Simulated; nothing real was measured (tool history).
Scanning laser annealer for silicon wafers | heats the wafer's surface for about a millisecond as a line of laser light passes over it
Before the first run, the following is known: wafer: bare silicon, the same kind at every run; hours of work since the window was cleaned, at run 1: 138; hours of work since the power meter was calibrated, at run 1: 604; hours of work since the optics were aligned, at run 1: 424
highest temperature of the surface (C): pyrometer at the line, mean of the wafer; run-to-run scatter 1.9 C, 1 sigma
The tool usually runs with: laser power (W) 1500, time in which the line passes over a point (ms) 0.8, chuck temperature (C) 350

run,hour,laser power (W),time in which the line passes over a point (ms),chuck temperature (C),hours of work since the window was cleaned,hours of work since the power meter was calibrated,hours of work since the optics were aligned,highest temperature of the surface (C)
1,0,1500,0.8,350,138,604,424,1148
2,15.1,1500,0.8,350,148,614,434,1146
3,30.2,1500,0.8,350,158,624,444,1144
4,53.6,1500,0.677,350,173,639,459,1081
5,79.9,1500,0.677,350,190,656,476,1077
6,91.1,1500,0.8,311,198,664,484,1104
7,107.4,1633,0.97,321,208,674,494,1265
8,130.9,1334,0.8,350,224,690,510,1060
# hour 136.1: laser's power meter calibrated
9,146.7,1334,0.8,350,232,7,518,1061
10,169.6,1334,0.843,313,247,22,533,1040
# hour 185.1: laser's power meter calibrated, once more
11,188.1,1563,0.732,350,257,2,543,1128
12,200.6,1544,0.937,336,265,10,551,1207

Below are 3 alternative next runs, each starting from the tool's condition after run 12. Predict each:
A,222.4,1441,0.949,387,279,24,565,?
B,222.4,1408,0.939,380,279,24,565,?
C,222.4,1500,0.8,322,279,24,565,?

run,highest temperature of the surface (C)
A,1211
B,1178
C,1105
Stripped of hidden state, with their random variation kept, the same runs would have yielded:
run,highest temperature of the surface (C)
A,1239
B,1206
C,1131

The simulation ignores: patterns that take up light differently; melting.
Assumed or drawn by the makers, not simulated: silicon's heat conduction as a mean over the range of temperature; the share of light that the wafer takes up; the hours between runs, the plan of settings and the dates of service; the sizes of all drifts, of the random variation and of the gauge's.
